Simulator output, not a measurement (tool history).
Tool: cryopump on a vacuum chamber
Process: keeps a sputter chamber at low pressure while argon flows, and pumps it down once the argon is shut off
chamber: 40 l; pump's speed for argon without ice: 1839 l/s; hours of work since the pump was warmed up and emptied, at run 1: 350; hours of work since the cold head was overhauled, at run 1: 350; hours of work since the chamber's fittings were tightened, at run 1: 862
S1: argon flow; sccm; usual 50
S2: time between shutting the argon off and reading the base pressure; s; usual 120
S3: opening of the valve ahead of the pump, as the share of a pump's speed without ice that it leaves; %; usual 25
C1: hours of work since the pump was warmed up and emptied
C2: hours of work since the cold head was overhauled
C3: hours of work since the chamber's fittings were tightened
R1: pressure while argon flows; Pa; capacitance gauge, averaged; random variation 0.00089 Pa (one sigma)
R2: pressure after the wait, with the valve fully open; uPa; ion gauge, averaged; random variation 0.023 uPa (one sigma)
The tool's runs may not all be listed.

run,day,S1,S2,S3,C1,C2,C3,R1,R2
1,0.000,50,120,25,350,350,862,0.1925,1.42
2,0.612,50,120,25,362,362,874,0.1922,1.52
3,1.262,50,52,25,375,375,887,0.1922,2.25
4,1.825,50,52,25,386,386,899,0.1932,2.22
5,2.379,50,52,25,397,397,910,0.1931,2.29
6,2.738,50,52,25,404,404,917,0.1924,2.25
7,3.321,50,52,25,416,416,928,0.1960,2.30
8,3.850,50,120,25,426,426,939,0.1928,1.56
9,4.288,50,120,25,435,435,947,0.1938,1.57
10,4.929,50,120,25,448,448,960,0.1929,1.53
11,5.242,50,120,25,454,454,966,0.1937,1.58
12,5.879,43,120,25,467,467,979,0.1674,1.56
13,6.533,50,120,25,480,480,992,0.1966,1.55
14,7.192,50,120,25,493,493,1005,0.1952,1.71
15,7.746,50,120,25,504,504,1016,0.1979,1.61
16,8.296,50,120,25,515,515,1027,0.1960,1.69
17,8.646,50,120,25,521,521,1034,0.1965,1.68
18,9.158,28,120,22,532,532,1044,0.1248,1.68
19,9.662,28,120,22,542,542,1054,0.1244,1.71
20,10.329,28,85,22,555,555,1067,0.1232,1.98
21,10.750,28,22,56,563,563,1076,0.0516,4.31
22,11.046,28,24,56,569,569,1082,0.0545,4.19
23,11.396,28,36,25,576,576,1089,0.1096,3.07
24,11.921,50,200,23,587,587,1099,0.2133,1.57
25,12.325,50,120,55,595,595,1107,0.0979,1.77
26,12.988,50,245,25,608,608,1120,0.1994,1.53
27,13.400,50,20,27,616,616,1128,0.1845,4.92
# day 13.654: leaking fittings of the chamber tightened, without venting
28,14.054,50,135,46,627,627,8,0.1163,0.74
29,14.400,50,135,46,634,634,15,0.1164,0.74
# day 14.658: pump warmed up, emptied and cooled again
30,15.279,50,135,46,12,647,28,0.0998,0.67
31,15.638,50,135,46,19,655,35,0.1001,0.72
32,15.992,50,135,46,26,662,42,0.1005,0.71
33,16.517,48,135,16,37,672,53,0.2761,0.73

Hidden state or all else? Some run-to-run changes of R1, split into what the settings, what came in and random variation would give without the hidden state, and what is left for the hidden state (with any gauge scatter that isn't in both results):
The hidden state here: pump's speed, % of a pump's without ice; cold plate's temperature, K; leak into the chamber, uPa l/s; drift of the gauge itself on working_pa, %; drift of the gauge itself on base_upa, %.
Run 17 -> 18: S1 50 -> 28, S3 25 -> 22. R1 -0.0717 Pa: hidden state -0.0053, all else -0.0664.
Run 23 -> 24: S1 28 -> 50, S2 36 -> 200, S3 25 -> 23. R1 +0.1037 Pa: hidden state +0.0066, all else +0.0971.
Run 24 -> 25: S2 200 -> 120, S3 23 -> 55. R1 -0.1154 Pa: hidden state +0.0003, all else -0.1157.
Run 29 -> 30: pump warmed up, emptied and cooled again. R1 -0.0166 Pa: hidden state -0.0155, all else -0.0011.
Run 32 -> 33: S1 50 -> 48, S3 46 -> 16. R1 +0.1756 Pa: hidden state +0.0001, all else +0.1755.
